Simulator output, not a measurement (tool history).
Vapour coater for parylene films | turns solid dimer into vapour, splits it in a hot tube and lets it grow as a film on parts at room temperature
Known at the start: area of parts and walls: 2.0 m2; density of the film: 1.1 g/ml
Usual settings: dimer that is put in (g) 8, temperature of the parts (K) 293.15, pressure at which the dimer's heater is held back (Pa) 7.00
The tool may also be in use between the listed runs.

| run | day | dimer that is put in (g) | temperature of the parts (K) | pressure at which the dimer's heater is held back (Pa) | thickness of the film (µm) |
|---|---|---|---|---|---|
| 1 | 0.000 | 8 | 293.15 | 7.00 | 2.76 |
| 2 | 0.867 | 8 | 293.15 | 7.00 | 2.75 |
| 3 | 1.475 | 8 | 293.15 | 7.00 | 2.75 |
| 4 | 2.212 | 8 | 293.15 | 7.00 | 2.74 |
| 5 | 3.300 | 8 | 293.15 | 7.00 | 2.74 |
| 6 | 4.488 | 8 | 293.15 | 6.78 | 2.74 |
| 7 | 5.700 | 7 | 293.15 | 7.00 | 2.41 |
|  | 6.629 | trap's valve overhauled |
| 8 | 7.075 | 7 | 293.15 | 7.00 | 2.37 |
| 9 | 8.275 | 7 | 293.15 | 7.00 | 2.38 |
| 10 | 8.842 | 8 | 293.15 | 7.00 | 2.74 |
| 11 | 9.704 | 8 | 293.15 | 6.01 | 2.75 |
| 12 | 10.262 | 8 | 293.15 | 4.23 | 2.82 |
| 13 | 11.125 | 8 | 293.15 | 7.00 | 2.72 |
| 14 | 11.675 | 8 | 293.15 | 7.00 | 2.71 |
| 15 | 12.279 | 8 | 293.15 | 7.00 | 2.70 |
| 16 | 13.438 | 8 | 293.15 | 7.00 | 2.70 |
| 17 | 14.383 | 8 | 293.15 | 7.00 | 2.71 |
|  | 14.596 | gauge calibrated |
| 18 | 15.367 | 8 | 288.15 | 3.04 | 3.57 |
| 19 | 16.542 | 6 | 299.15 | 7.00 | 1.58 |
| 20 | 17.692 | 6 | 299.15 | 7.00 | 1.57 |

Forecast run 21:
|  | 18.408 | table's thermometer calibrated |
| 21 | 18.725 | 10 | 302.15 | 4.28 | ? |

thickness of the film (µm): 2.37
Without the tool's hidden state the same run would have given thickness of the film (µm) 2.38.
